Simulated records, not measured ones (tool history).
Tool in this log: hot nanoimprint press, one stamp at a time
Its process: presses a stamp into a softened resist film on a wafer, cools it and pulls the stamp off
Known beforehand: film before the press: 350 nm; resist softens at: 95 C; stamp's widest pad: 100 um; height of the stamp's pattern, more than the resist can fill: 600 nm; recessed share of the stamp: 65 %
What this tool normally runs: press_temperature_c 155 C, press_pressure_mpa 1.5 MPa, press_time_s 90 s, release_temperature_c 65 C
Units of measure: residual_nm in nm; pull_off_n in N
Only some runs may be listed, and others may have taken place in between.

Run 1, day 0: usual settings. Result: residual_nm 194.2 nm, pull_off_n 94.8 N.
Run 2, day 0.721: usual settings but press_temperature_c 150 C. Result: residual_nm 249.9 nm, pull_off_n 95.2 N.
Run 3, day 1.158: usual settings but press_temperature_c 146 C. Result: residual_nm 288.4 nm, pull_off_n 95 N.
Run 4, day 1.7: usual settings but press_temperature_c 146 C. Result: residual_nm 289.3 nm, pull_off_n 93.8 N.
Run 5, day 2.571: usual settings but press_time_s 167 s. Result: residual_nm 155.8 nm, pull_off_n 94.9 N.
Run 6, day 2.929: usual settings. Result: residual_nm 193.4 nm, pull_off_n 94.5 N.
Run 7, day 3.35: usual settings. Result: residual_nm 194.6 nm, pull_off_n 94.2 N.
Run 8, day 3.792: usual settings. Result: residual_nm 194.7 nm, pull_off_n 94.3 N.
Run 9, day 4.662: usual settings. Result: residual_nm 194.3 nm, pull_off_n 94.9 N.
At day 5.35: stamp cleaned and given a new release coat.
Run 10, day 5.725: usual settings. Result: residual_nm 194.4 nm, pull_off_n 93.8 N.
Run 11, day 6.112: usual settings but press_temperature_c 148 C, release_temperature_c 66 C. Result: residual_nm 271.1 nm, pull_off_n 92 N.

The next listed run, before its measurement:
Run 12, day 6.762: usual settings but press_pressure_mpa 1.01 MPa, press_time_s 97 s, release_temperature_c 70 C. Result: residual_nm ?, pull_off_n ?.

residual_nm: 218.6 nm
pull_off_n: 84.4 N
If the tool had no hidden condition, the same run with the same run-to-run variation would have returned residual_nm 219 nm, pull_off_n 85.7 N.
